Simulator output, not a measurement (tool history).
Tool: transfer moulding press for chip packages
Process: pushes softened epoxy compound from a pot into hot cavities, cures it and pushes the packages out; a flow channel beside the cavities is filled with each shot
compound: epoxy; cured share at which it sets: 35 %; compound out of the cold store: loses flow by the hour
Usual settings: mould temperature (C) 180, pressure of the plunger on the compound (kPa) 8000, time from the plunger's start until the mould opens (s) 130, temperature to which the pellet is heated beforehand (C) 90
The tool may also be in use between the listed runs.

run,hour,mould temperature (C),pressure of the plunger on the compound (kPa),time from the plunger's start until the mould opens (s),temperature to which the pellet is heated beforehand (C),incoming compound's hours out of the cold store,length that the compound runs in the flow channel (mm),greatest force on the pins that push the packages out (N)
1,0,180,8000,130,90,13.8,825,844
# hour 4.9: cavities cleaned with cleaning compound and waxed
2,43.5,180,8000,115,90,15.4,816,1111
3,86.3,180,8000,115,90,16.6,804,1163
# hour 104.1: cavities cleaned with cleaning compound and waxed
4,109.5,180,8000,115,90,11.1,819,644
5,144.7,180,8000,115,90,29.5,764,914
# hour 180.6: cavities cleaned with cleaning compound and waxed, once more
# hour 189.2: plunger's sealing rings changed
6,193.6,180,8000,130,90,28.9,805,550
7,223.5,180,8000,130,90,25.9,804,735
8,268.2,180,8000,164,90,34.2,777,666
# hour 279.5: cavities cleaned with cleaning compound and waxed
9,300.2,180,8000,164,90,44,746,486
10,327.8,180,8000,164,90,23.3,795,585
11,371.6,180,8000,130,90,35.7,756,846
# hour 376.6: cavities cleaned with cleaning compound and waxed
12,417.9,174,8000,130,90,41.9,753,1034
13,463.2,174,8000,130,90,38.4,745,1159
# hour 474.4: cavities cleaned with cleaning compound and waxed
# hour 492.7: plunger's sealing rings changed
14,504.1,174,8000,130,90,11.3,864,1098
15,527.2,182,6030,114,80,8.6,740,942
16,563.9,182,6030,114,80,38.6,663,952
# hour 575.1: cavities cleaned with cleaning compound and waxed
17,610.9,178,8000,130,90,46.8,748,798
18,634.4,178,8000,130,90,18.7,813,923
19,653.9,176,7850,113,90,13.5,823,1507
# hour 672.5: cavities cleaned with cleaning compound and waxed
20,679.7,176,7850,113,90,37.9,754,843
# hour 722.2: mould's thermocouples calibrated
21,722.2,176,7850,113,90,41.8,736,1212
22,747.9,176,7850,113,90,18.9,788,1406
# hour 770.9: cavities cleaned with cleaning compound and waxed
23,783.7,185,6690,130,90,32.7,677,452
# hour 799: plunger's sealing rings changed
24,831.9,177,8000,116,89,23.5,819,1214
25,852,177,8000,116,89,9.4,851,1286
# hour 871.3: cavities cleaned with cleaning compound and waxed
26,892.3,177,8000,116,89,22,810,981
27,930.6,177,8000,116,89,36.5,771,1144
28,953.2,177,8000,116,89,43.8,749,1176

Forecast each of these 4 alternatives for the next run:
# hour 970.5: cavities cleaned with cleaning compound and waxed
A,975.9,173,8220,130,92,18.9,?,?
# hour 970.5: cavities cleaned with cleaning compound and waxed
B,975.9,177,8000,116,98,32.5,?,?
# hour 970.5: cavities cleaned with cleaning compound and waxed
C,975.9,185,6430,116,86,9.9,?,?
# hour 970.5: cavities cleaned with cleaning compound and waxed
D,975.9,186,7010,110,90,23.8,?,?

run,length that the compound runs in the flow channel (mm),greatest force on the pins that push the packages out (N)
A,827,756
B,770,722
C,732,487
D,731,495
Without the tool's hidden state the same runs would have given:
run,length that the compound runs in the flow channel (mm),greatest force on the pins that push the packages out (N)
A,856,618
B,798,592
C,758,404
D,756,410
